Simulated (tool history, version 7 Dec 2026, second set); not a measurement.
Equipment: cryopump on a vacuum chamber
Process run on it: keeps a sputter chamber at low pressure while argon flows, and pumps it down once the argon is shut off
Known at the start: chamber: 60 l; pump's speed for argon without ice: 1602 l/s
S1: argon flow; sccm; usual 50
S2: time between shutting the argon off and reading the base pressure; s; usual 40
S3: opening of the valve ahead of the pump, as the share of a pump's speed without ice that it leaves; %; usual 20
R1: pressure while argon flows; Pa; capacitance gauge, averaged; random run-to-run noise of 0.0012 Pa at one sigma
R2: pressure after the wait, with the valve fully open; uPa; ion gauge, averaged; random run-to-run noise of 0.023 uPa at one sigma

{"run": 1, "hour": 0.0, "S1": 50, "S2": 40, "S3": 20, "R1": 0.28, "R2": 1.7}
{"run": 2, "hour": 57.6, "S1": 50, "S2": 40, "S3": 20, "R1": 0.2809, "R2": 1.74}
{"run": 3, "hour": 108.5, "S1": 50, "S2": 40, "S3": 20, "R1": 0.2798, "R2": 1.75}
{"run": 4, "hour": 164.7, "S1": 75, "S2": 40, "S3": 20, "R1": 0.4227, "R2": 0.84}
{"run": 5, "hour": 198.7, "S1": 75, "S2": 40, "S3": 20, "R1": 0.4259, "R2": 0.86}
{"run": 6, "hour": 259.5, "S1": 75, "S2": 40, "S3": 20, "R1": 0.4259, "R2": 0.9}
{"run": 7, "hour": 319.4, "S1": 50, "S2": 40, "S3": 20, "R1": 0.2856, "R2": 0.89}
{"run": 8, "hour": 357.3, "S1": 50, "S2": 40, "S3": 20, "R1": 0.2878, "R2": 0.95}
{"run": 9, "hour": 394.4, "S1": 50, "S2": 24, "S3": 20, "R1": 0.2647, "R2": 1.16}
{"run": 10, "hour": 430.2, "S1": 50, "S2": 40, "S3": 20, "R1": 0.2656, "R2": 0.8}
{"run": 11, "hour": 465.6, "S1": 50, "S2": 40, "S3": 20, "R1": 0.2644, "R2": 0.81}
{"run": 12, "hour": 503.0, "S1": 50, "S2": 40, "S3": 20, "R1": 0.2649, "R2": 0.84}
{"run": 13, "hour": 536.8, "S1": 50, "S2": 40, "S3": 20, "R1": 0.2662, "R2": 0.9}
{"run": 14, "hour": 567.9, "S1": 24, "S2": 40, "S3": 20, "R1": 0.1284, "R2": 0.84}
{"run": 15, "hour": 611.9, "S1": 24, "S2": 40, "S3": 20, "R1": 0.1287, "R2": 0.86}
{"run": 16, "hour": 653.9, "S1": 50, "S2": 40, "S3": 20, "R1": 0.2694, "R2": 0.86}
{"run": 17, "hour": 701.5, "S1": 50, "S2": 40, "S3": 47, "R1": 0.1161, "R2": 0.85}
{"run": 18, "hour": 746.5, "S1": 73, "S2": 178, "S3": 34, "R1": 0.233, "R2": 0.43}
{"run": 19, "hour": 771.5, "S1": 73, "S2": 178, "S3": 34, "R1": 0.2331, "R2": 0.45}
{"run": 20, "hour": 827.4, "S1": 73, "S2": 178, "S3": 34, "R1": 0.2343, "R2": 0.48}
{"run": 21, "hour": 856.5, "S1": 73, "S2": 178, "S3": 34, "R1": 0.2361, "R2": 0.45}
{"run": 22, "hour": 910.5, "S1": 50, "S2": 25, "S3": 53, "R1": 0.1063, "R2": 1.25}
{"run": 23, "hour": 951.0, "S1": 25, "S2": 58, "S3": 20, "R1": 0.1342, "R2": 0.73}
{"run": 24, "hour": 999.2, "S1": 25, "S2": 58, "S3": 20, "R1": 0.1362, "R2": 0.72}
{"run": 25, "hour": 1054.4, "S1": 50, "S2": 54, "S3": 20, "R1": 0.2729, "R2": 0.8}
{"run": 26, "hour": 1094.1, "S1": 96, "S2": 31, "S3": 23, "R1": 0.4565, "R2": 1.11}
{"run": 27, "hour": 1138.0, "S1": 31, "S2": 31, "S3": 23, "R1": 0.1476, "R2": 1.1}
{"run": 28, "hour": 1187.5, "S1": 31, "S2": 176, "S3": 57, "R1": 0.0623, "R2": 0.52}
{"run": 29, "hour": 1231.7, "S1": 31, "S2": 176, "S3": 57, "R1": 0.0649, "R2": 0.59}
{"run": 30, "hour": 1291.6, "S1": 50, "S2": 71, "S3": 20, "R1": 0.2763, "R2": 0.75}
{"run": 31, "hour": 1335.1, "S1": 34, "S2": 40, "S3": 48, "R1": 0.0828, "R2": 1.01}
{"run": 32, "hour": 1365.5, "S1": 34, "S2": 40, "S3": 48, "R1": 0.0841, "R2": 1.01}
{"run": 33, "hour": 1392.0, "S1": 34, "S2": 40, "S3": 48, "R1": 0.0842, "R2": 1.03}
{"run": 34, "hour": 1439.6, "S1": 43, "S2": 57, "S3": 20, "R1": 0.2402, "R2": 0.85}

Taken out of this log: 2 entries between the listed runs. Where each belongs, and how the hidden state differs across it:
Between runs 3 and 4: leaking fittings of the chamber tightened, without venting (hour 135.3)
  pump's speed, % of a pump's without ice: 75 -> 74; cold plate's temperature, K: 12.5 -> 12.52; leak into the chamber, uPa l/s: 1392 -> 332
  measured value less the no-hidden-state value, R1: +0.0182 -> +0.0288 Pa; R2: +1 -> +0.09 uPa
Between runs 8 and 9: pump warmed up, emptied and cooled again (hour 366.4)
  pump's speed, % of a pump's without ice: 70.6 -> 99.3; cold plate's temperature, K: 12.57 -> 12.58; leak into the chamber, uPa l/s: 367 -> 373
  measured value less the no-hidden-state value, R1: +0.0228 -> +0.001 Pa; R2: +0.14 -> +0.05 uPa
